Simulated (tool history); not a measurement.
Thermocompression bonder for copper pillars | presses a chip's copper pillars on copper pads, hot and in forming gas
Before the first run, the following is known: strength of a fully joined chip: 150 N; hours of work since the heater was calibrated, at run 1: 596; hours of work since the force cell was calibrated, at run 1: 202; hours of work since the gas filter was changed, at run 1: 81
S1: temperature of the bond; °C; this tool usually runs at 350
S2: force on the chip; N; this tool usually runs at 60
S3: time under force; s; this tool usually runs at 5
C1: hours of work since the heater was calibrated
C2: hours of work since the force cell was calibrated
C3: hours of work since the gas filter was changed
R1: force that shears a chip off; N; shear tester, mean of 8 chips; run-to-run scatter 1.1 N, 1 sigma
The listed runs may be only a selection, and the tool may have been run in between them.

{"run": 1, "hour": 0.0, "S1": 350, "S2": 60, "S3": 5, "C1": 596, "C2": 202, "C3": 81, "R1": 87.0}
{"run": 2, "hour": 8.3, "S1": 350, "S2": 60, "S3": 5, "C1": 601, "C2": 208, "C3": 86, "R1": 85.1}
{"run": 3, "hour": 14.5, "S1": 350, "S2": 60, "S3": 8, "C1": 605, "C2": 211, "C3": 90, "R1": 99.0}
{"run": 4, "hour": 18.8, "S1": 350, "S2": 60, "S3": 14, "C1": 608, "C2": 214, "C3": 93, "R1": 112.2}
{"run": 5, "hour": 26.0, "S1": 350, "S2": 66, "S3": 5, "C1": 613, "C2": 219, "C3": 98, "R1": 92.4}
{"run": 6, "hour": 33.6, "S1": 334, "S2": 60, "S3": 5, "C1": 618, "C2": 224, "C3": 103, "R1": 70.9}
{"run": 7, "hour": 37.5, "S1": 350, "S2": 60, "S3": 5, "C1": 620, "C2": 226, "C3": 105, "R1": 87.0}
{"run": 8, "hour": 45.1, "S1": 350, "S2": 60, "S3": 5, "C1": 625, "C2": 231, "C3": 110, "R1": 86.7}
{"run": 9, "hour": 54.1, "S1": 378, "S2": 60, "S3": 5, "C1": 631, "C2": 237, "C3": 116, "R1": 107.3}
{"run": 10, "hour": 61.5, "S1": 378, "S2": 60, "S3": 5, "C1": 635, "C2": 242, "C3": 120, "R1": 107.5}
{"run": 11, "hour": 70.4, "S1": 378, "S2": 60, "S3": 5, "C1": 641, "C2": 247, "C3": 126, "R1": 108.8}
{"run": 12, "hour": 79.3, "S1": 378, "S2": 60, "S3": 5, "C1": 647, "C2": 253, "C3": 132, "R1": 107.1}
{"run": 13, "hour": 84.0, "S1": 378, "S2": 39, "S3": 9, "C1": 650, "C2": 256, "C3": 135, "R1": 90.1}
{"run": 14, "hour": 89.4, "S1": 378, "S2": 39, "S3": 9, "C1": 653, "C2": 260, "C3": 138, "R1": 90.0}
{"run": 15, "hour": 94.2, "S1": 367, "S2": 54, "S3": 7, "C1": 656, "C2": 263, "C3": 141, "R1": 99.5}
{"run": 16, "hour": 101.4, "S1": 367, "S2": 54, "S3": 7, "C1": 661, "C2": 267, "C3": 146, "R1": 99.0}
{"run": 17, "hour": 109.8, "S1": 345, "S2": 77, "S3": 5, "C1": 666, "C2": 273, "C3": 151, "R1": 97.3}
{"run": 18, "hour": 115.0, "S1": 345, "S2": 77, "S3": 5, "C1": 670, "C2": 276, "C3": 155, "R1": 98.2}
{"run": 19, "hour": 123.2, "S1": 374, "S2": 67, "S3": 10, "C1": 675, "C2": 281, "C3": 160, "R1": 125.1}
{"run": 20, "hour": 130.2, "S1": 379, "S2": 60, "S3": 8, "C1": 680, "C2": 286, "C3": 165, "R1": 119.7}
{"run": 21, "hour": 138.1, "S1": 352, "S2": 60, "S3": 5, "C1": 685, "C2": 291, "C3": 170, "R1": 85.1}
{"run": 22, "hour": 146.7, "S1": 336, "S2": 60, "S3": 6, "C1": 690, "C2": 296, "C3": 175, "R1": 76.2}
{"hour": 149.3, "done": "heater calibrated with a thermocouple chip"}
{"run": 23, "hour": 153.1, "S1": 326, "S2": 64, "S3": 5, "C1": 2, "C2": 299, "C3": 178, "R1": 78.7}
{"run": 24, "hour": 159.9, "S1": 351, "S2": 64, "S3": 4, "C1": 7, "C2": 304, "C3": 182, "R1": 94.5}

Same runs, no hidden state in the tool, same run-to-run variation:
Hidden state present: true temperature of the bond over the reading, C; force that reaches the chip, % of what is set; oxide that the forming gas leaves, % of the face; drift of the gauge itself on shear_n, %.
run=1 R1=96.8
run=2 R1=94.8
run=3 R1=109.1
run=4 R1=121.8
run=5 R1=102.6
run=6 R1=80.9
run=7 R1=97.5
run=8 R1=97.3
run=9 R1=117.2
run=10 R1=117.5
run=11 R1=119.1
run=12 R1=117.5
run=13 R1=100.8
run=14 R1=100.9
run=15 R1=110.8
run=16 R1=110.4
run=17 R1=109.4
run=18 R1=110.5
run=19 R1=134.8
run=20 R1=130.6
run=21 R1=97.5
run=22 R1=88.9
run=23 R1=80.6
run=24 R1=97.1
